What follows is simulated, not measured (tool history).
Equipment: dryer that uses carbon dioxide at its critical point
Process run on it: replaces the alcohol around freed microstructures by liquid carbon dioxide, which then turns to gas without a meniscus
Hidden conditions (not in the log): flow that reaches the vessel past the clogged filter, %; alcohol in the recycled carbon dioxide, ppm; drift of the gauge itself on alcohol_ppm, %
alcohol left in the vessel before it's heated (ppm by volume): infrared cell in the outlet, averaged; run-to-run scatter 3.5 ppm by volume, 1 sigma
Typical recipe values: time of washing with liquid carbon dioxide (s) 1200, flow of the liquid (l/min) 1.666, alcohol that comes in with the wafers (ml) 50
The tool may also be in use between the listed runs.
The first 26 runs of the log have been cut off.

run	hour	time of washing with liquid carbon dioxide (s)	flow of the liquid (l/min)	alcohol that comes in with the wafers (ml)	hours of work since the filter was changed	hours of work since the purifier's bed was changed	alcohol left in the vessel before it's heated (ppm by volume)
27	1299.0	1500	1.666	51	249	52	9
28	1329.1	1500	1.666	51	263	67	13
29	1382.3	900	1.666	50	289	92	120
30	1435.0	900	1.666	50	314	118	115
31	1470.3	900	1.666	50	331	134	129
32	1531.5	780	2.220	50	360	164	74
33	1571.1	780	2.220	50	379	183	83
34	1623.4	900	2.780	41	404	208	33
35	1670.0	780	2.150	50	426	230	97
36	1722.4	1320	1.500	50	451	255	62
37	1767.7	1200	1.900	103	473	277	47
38	1824.9	1680	1.140	96	501	304	94
39	1889.8	780	1.290	94	532	335	1051

Predict each of these 5 candidate next runs independently; none follows another, all start after run 39:
A	1952.4	1140	1.666	50	562	365	?
B	1952.4	720	1.240	48	562	365	?
C	1952.4	720	1.010	50	562	365	?
D	1952.4	780	1.810	94	562	365	?
E	1952.4	780	1.290	81	562	365	?

run	alcohol left in the vessel before it's heated (ppm by volume)
A	72
B	791
C	1349
D	359
E	922
Without the tool's hidden state the same runs would have given:
run	alcohol left in the vessel before it's heated (ppm by volume)
A	22
B	583
C	1064
D	217
E	663
